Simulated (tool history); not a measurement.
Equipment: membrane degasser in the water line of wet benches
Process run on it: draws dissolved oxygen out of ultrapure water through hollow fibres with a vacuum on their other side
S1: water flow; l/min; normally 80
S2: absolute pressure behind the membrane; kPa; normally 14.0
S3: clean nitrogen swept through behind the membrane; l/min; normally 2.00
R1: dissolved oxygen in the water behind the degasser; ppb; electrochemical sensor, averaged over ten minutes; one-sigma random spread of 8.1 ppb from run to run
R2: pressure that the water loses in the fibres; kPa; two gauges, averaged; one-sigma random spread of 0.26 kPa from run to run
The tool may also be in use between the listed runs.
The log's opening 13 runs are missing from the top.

{"run": 14, "day": 119.333, "S1": 80, "S2": 14.0, "S3": 2.23, "R1": 745.2, "R2": 69.89}
{"run": 15, "day": 126.638, "S1": 55, "S2": 14.0, "S3": 2.0, "R1": 596.3, "R2": 48.1}
{"run": 16, "day": 136.779, "S1": 55, "S2": 14.0, "S3": 2.0, "R1": 598.0, "R2": 48.3}
{"day": 141.133, "done": "seals of the vacuum lines changed"}
{"run": 17, "day": 146.233, "S1": 55, "S2": 14.0, "S3": 2.0, "R1": 595.4, "R2": 48.04}
{"run": 18, "day": 157.904, "S1": 80, "S2": 14.0, "S3": 1.35, "R1": 1055.5, "R2": 70.29}
{"run": 19, "day": 167.562, "S1": 80, "S2": 14.0, "S3": 1.35, "R1": 1089.3, "R2": 69.84}
{"run": 20, "day": 177.896, "S1": 80, "S2": 14.0, "S3": 1.35, "R1": 1062.5, "R2": 70.13}
{"run": 21, "day": 184.042, "S1": 80, "S2": 14.0, "S3": 1.35, "R1": 1060.9, "R2": 70.05}
{"run": 22, "day": 194.729, "S1": 76, "S2": 9.1, "S3": 4.26, "R1": 236.1, "R2": 66.54}
{"run": 23, "day": 201.954, "S1": 76, "S2": 9.1, "S3": 4.26, "R1": 239.2, "R2": 66.94}
{"run": 24, "day": 212.929, "S1": 76, "S2": 9.1, "S3": 4.26, "R1": 238.6, "R2": 66.91}
{"run": 25, "day": 218.421, "S1": 76, "S2": 9.1, "S3": 4.26, "R1": 238.7, "R2": 66.81}
{"run": 26, "day": 224.908, "S1": 80, "S2": 21.5, "S3": 3.82, "R1": 790.1, "R2": 70.23}

What does the tool deliver on the next run?
{"run": 27, "day": 233.0, "S1": 80, "S2": 21.5, "S3": 3.82, "R1": "?", "R2": "?"}

Run 27 gave R1 787.6 ppb, R2 70.64 kPa.
Were there no unlogged condition in the tool, this run, its random variation unchanged, would have produced R1 786.7 ppb, R2 70.47 kPa.

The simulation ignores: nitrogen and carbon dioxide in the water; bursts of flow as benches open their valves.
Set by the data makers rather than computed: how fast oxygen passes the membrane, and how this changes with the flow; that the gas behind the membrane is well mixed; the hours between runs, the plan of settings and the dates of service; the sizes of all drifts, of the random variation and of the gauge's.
